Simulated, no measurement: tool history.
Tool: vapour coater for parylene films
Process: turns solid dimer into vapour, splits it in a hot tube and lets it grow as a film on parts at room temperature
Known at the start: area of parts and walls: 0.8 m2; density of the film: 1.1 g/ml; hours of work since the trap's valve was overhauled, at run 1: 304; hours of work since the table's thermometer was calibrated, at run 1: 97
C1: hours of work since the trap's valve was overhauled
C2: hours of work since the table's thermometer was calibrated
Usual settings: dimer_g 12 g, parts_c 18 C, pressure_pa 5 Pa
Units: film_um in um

{"run": 1, "hour": 0.0, "dimer_g": 12, "parts_c": 18, "pressure_pa": 5, "C1": 304, "C2": 97, "film_um": 6.12}
{"run": 2, "hour": 15.2, "dimer_g": 12, "parts_c": 18, "pressure_pa": 5, "C1": 316, "C2": 109, "film_um": 6.14}
{"run": 3, "hour": 27.3, "dimer_g": 12, "parts_c": 18, "pressure_pa": 5, "C1": 325, "C2": 118, "film_um": 6.08}
{"run": 4, "hour": 43.1, "dimer_g": 12, "parts_c": 18, "pressure_pa": 5, "C1": 337, "C2": 130, "film_um": 6.13}
{"run": 5, "hour": 54.0, "dimer_g": 12, "parts_c": 27, "pressure_pa": 5, "C1": 345, "C2": 138, "film_um": 4.18}
{"run": 6, "hour": 68.4, "dimer_g": 12, "parts_c": 18, "pressure_pa": 5, "C1": 356, "C2": 149, "film_um": 6.09}
{"run": 7, "hour": 77.3, "dimer_g": 12, "parts_c": 21, "pressure_pa": 5, "C1": 362, "C2": 156, "film_um": 5.44}
{"run": 8, "hour": 89.5, "dimer_g": 12, "parts_c": 21, "pressure_pa": 5, "C1": 372, "C2": 165, "film_um": 5.41}
{"run": 9, "hour": 102.4, "dimer_g": 12, "parts_c": 21, "pressure_pa": 5, "C1": 381, "C2": 175, "film_um": 5.37}
{"run": 10, "hour": 115.0, "dimer_g": 12, "parts_c": 21, "pressure_pa": 5, "C1": 391, "C2": 184, "film_um": 5.34}
{"run": 11, "hour": 133.0, "dimer_g": 7, "parts_c": 18, "pressure_pa": 5, "C1": 404, "C2": 198, "film_um": 3.58}
{"run": 12, "hour": 143.8, "dimer_g": 7, "parts_c": 18, "pressure_pa": 8.05, "C1": 412, "C2": 206, "film_um": 3.38}
{"run": 13, "hour": 153.8, "dimer_g": 11, "parts_c": 25, "pressure_pa": 3.16, "C1": 420, "C2": 213, "film_um": 4.35}
{"run": 14, "hour": 169.2, "dimer_g": 12, "parts_c": 18, "pressure_pa": 11.49, "C1": 432, "C2": 225, "film_um": 5.54}
{"run": 15, "hour": 178.9, "dimer_g": 6, "parts_c": 18, "pressure_pa": 4.99, "C1": 439, "C2": 232, "film_um": 2.97}
{"run": 16, "hour": 192.2, "dimer_g": 11, "parts_c": 16, "pressure_pa": 6.11, "C1": 449, "C2": 242, "film_um": 5.85}
{"run": 17, "hour": 200.4, "dimer_g": 11, "parts_c": 19, "pressure_pa": 6.11, "C1": 455, "C2": 248, "film_um": 5.09}
{"run": 18, "hour": 215.3, "dimer_g": 6, "parts_c": 17, "pressure_pa": 2.58, "C1": 466, "C2": 260, "film_um": 3.28}
{"run": 19, "hour": 230.3, "dimer_g": 6, "parts_c": 18, "pressure_pa": 10.72, "C1": 478, "C2": 271, "film_um": 2.7}
{"run": 20, "hour": 245.2, "dimer_g": 15, "parts_c": 17, "pressure_pa": 5.8, "C1": 489, "C2": 282, "film_um": 7.52}
{"run": 21, "hour": 254.6, "dimer_g": 18, "parts_c": 14, "pressure_pa": 6.64, "C1": 496, "C2": 289, "film_um": 10.03}
{"run": 22, "hour": 268.3, "dimer_g": 18, "parts_c": 17, "pressure_pa": 3.93, "C1": 506, "C2": 300, "film_um": 9.55}
{"run": 23, "hour": 276.7, "dimer_g": 18, "parts_c": 13, "pressure_pa": 10.21, "C1": 513, "C2": 306, "film_um": 10.04}

Forecast each of these 3 alternatives for the next run:
{"run": "A", "hour": 290.3, "dimer_g": 12, "parts_c": 24, "pressure_pa": 6.22, "C1": 523, "C2": 316, "film_um": "?"}
{"run": "B", "hour": 290.3, "dimer_g": 6, "parts_c": 30, "pressure_pa": 10.21, "C1": 523, "C2": 316, "film_um": "?"}
{"run": "C", "hour": 290.3, "dimer_g": 18, "parts_c": 11, "pressure_pa": 10.21, "C1": 523, "C2": 316, "film_um": "?"}

run=A film_um=4.48
run=B film_um=1.64
run=C film_um=10.74
Without the tool's hidden state the same runs would have given:
run=A film_um=4.9
run=B film_um=1.8
run=C film_um=11.74

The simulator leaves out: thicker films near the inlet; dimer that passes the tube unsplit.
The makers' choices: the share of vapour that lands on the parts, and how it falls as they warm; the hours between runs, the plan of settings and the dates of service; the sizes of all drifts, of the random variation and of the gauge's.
